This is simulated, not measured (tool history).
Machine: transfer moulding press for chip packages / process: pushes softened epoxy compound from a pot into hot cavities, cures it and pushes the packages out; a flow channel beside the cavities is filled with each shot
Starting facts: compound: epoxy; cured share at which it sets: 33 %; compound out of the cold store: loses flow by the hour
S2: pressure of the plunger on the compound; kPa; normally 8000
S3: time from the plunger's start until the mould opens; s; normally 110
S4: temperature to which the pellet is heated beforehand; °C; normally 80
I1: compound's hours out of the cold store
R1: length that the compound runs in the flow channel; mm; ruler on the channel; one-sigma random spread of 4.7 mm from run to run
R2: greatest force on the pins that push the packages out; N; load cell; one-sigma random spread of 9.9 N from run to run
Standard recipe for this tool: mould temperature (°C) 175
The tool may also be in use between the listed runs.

run 1 hour=0 | mould_temperature_(°C)=175 S2=8000 S3=110 S4=80 | I1=18.5 | R1=563 R2=461
run 2 hour=17 | mould_temperature_(°C)=175 S2=8000 S3=110 S4=80 | I1=36.2 | R1=530 R2=462
run 3 hour=32.3 | mould_temperature_(°C)=175 S2=8000 S3=110 S4=82 | I1=22.2 | R1=556 R2=463
run 4 hour=46.8 | mould_temperature_(°C)=168 S2=8000 S3=110 S4=80 | I1=22.8 | R1=573 R2=663
run 5 hour=65.3 | mould_temperature_(°C)=168 S2=8000 S3=110 S4=80 | I1=31.3 | R1=562 R2=641
run 6 hour=86.4 | mould_temperature_(°C)=168 S2=8000 S3=110 S4=80 | I1=42.6 | R1=533 R2=629
run 7 hour=105.8 | mould_temperature_(°C)=168 S2=8000 S3=110 S4=80 | I1=12.5 | R1=598 R2=667
run 8 hour=117.4 | mould_temperature_(°C)=168 S2=8000 S3=95 S4=80 | I1=8.4 | R1=605 R2=928
-- hour=126.4 cavities cleaned with cleaning compound and waxed
run 9 hour=135.7 | mould_temperature_(°C)=175 S2=6530 S3=110 S4=80 | I1=38.9 | R1=468 R2=474
run 10 hour=147.8 | mould_temperature_(°C)=175 S2=6530 S3=110 S4=80 | I1=42.7 | R1=459 R2=461
run 11 hour=159.6 | mould_temperature_(°C)=175 S2=6530 S3=110 S4=80 | I1=39.6 | R1=468 R2=451
run 12 hour=176.9 | mould_temperature_(°C)=175 S2=6530 S3=110 S4=80 | I1=28.6 | R1=499 R2=476
-- hour=195.2 plunger's sealing rings changed
run 13 hour=199.9 | mould_temperature_(°C)=175 S2=6530 S3=110 S4=80 | I1=10.3 | R1=533 R2=475
run 14 hour=212.8 | mould_temperature_(°C)=175 S2=6530 S3=129 S4=80 | I1=25.7 | R1=496 R2=410
run 15 hour=224.9 | mould_temperature_(°C)=175 S2=8000 S3=132 S4=82 | I1=29 | R1=546 R2=423
run 16 hour=238.8 | mould_temperature_(°C)=169 S2=8000 S3=114 S4=79 | I1=32.4 | R1=550 R2=563
run 17 hour=256.1 | mould_temperature_(°C)=179 S2=8000 S3=116 S4=80 | I1=41.9 | R1=510 R2=440
run 18 hour=270.9 | mould_temperature_(°C)=179 S2=8990 S3=125 S4=80 | I1=31.1 | R1=564 R2=424
run 19 hour=286.7 | mould_temperature_(°C)=179 S2=8990 S3=125 S4=80 | I1=45.6 | R1=524 R2=410
-- hour=299.8 cavities cleaned with cleaning compound and waxed
run 20 hour=303.1 | mould_temperature_(°C)=179 S2=8990 S3=125 S4=80 | I1=8.7 | R1=624 R2=411
run 21 hour=324.2 | mould_temperature_(°C)=175 S2=7920 S3=110 S4=80 | I1=11.5 | R1=578 R2=462
run 22 hour=340.6 | mould_temperature_(°C)=175 S2=8000 S3=110 S4=73 | I1=19 | R1=569 R2=485
run 23 hour=353.5 | mould_temperature_(°C)=171 S2=8000 S3=146 S4=81 | I1=39.2 | R1=537 R2=435
run 24 hour=367.8 | mould_temperature_(°C)=175 S2=8000 S3=95 S4=80 | I1=23.7 | R1=555 R2=564
run 25 hour=389.6 | mould_temperature_(°C)=173 S2=8000 S3=110 S4=80 | I1=23.9 | R1=561 R2=499
run 26 hour=408.1 | mould_temperature_(°C)=173 S2=8000 S3=110 S4=80 | I1=13.1 | R1=590 R2=515
run 27 hour=424.2 | mould_temperature_(°C)=173 S2=8000 S3=110 S4=80 | I1=16.7 | R1=579 R2=507
run 28 hour=436.6 | mould_temperature_(°C)=175 S2=8000 S3=93 S4=80 | I1=21 | R1=567 R2=602

Below, some changes in R2 between adjacent runs. For each, the amount present without the hidden state too (settings, incoming material, random variation) and the amount remaining for the hidden state with gauge scatter not shared by both compared results:
Unlogged tool condition in this case: true mould temperature over the reading, C; pressure that reaches the compound, % of what is set; grip of the stained cavities, % over clean ones'; drift of the gauge itself on flow_mm, %; drift of the gauge itself on push_out_n, %.
Run 7 -> 8: S3 110 -> 95. R2 +261 N: hidden state +5, all else +256.
Run 8 -> 9: mould temperature (°C) 168 -> 175, S2 8000 -> 6530, S3 95 -> 110, cavities cleaned with cleaning compound and waxed. R2 -454 N: hidden state -17, all else -437.
Run 19 -> 20: cavities cleaned with cleaning compound and waxed. R2 +1 N: hidden state -9, all else +10.
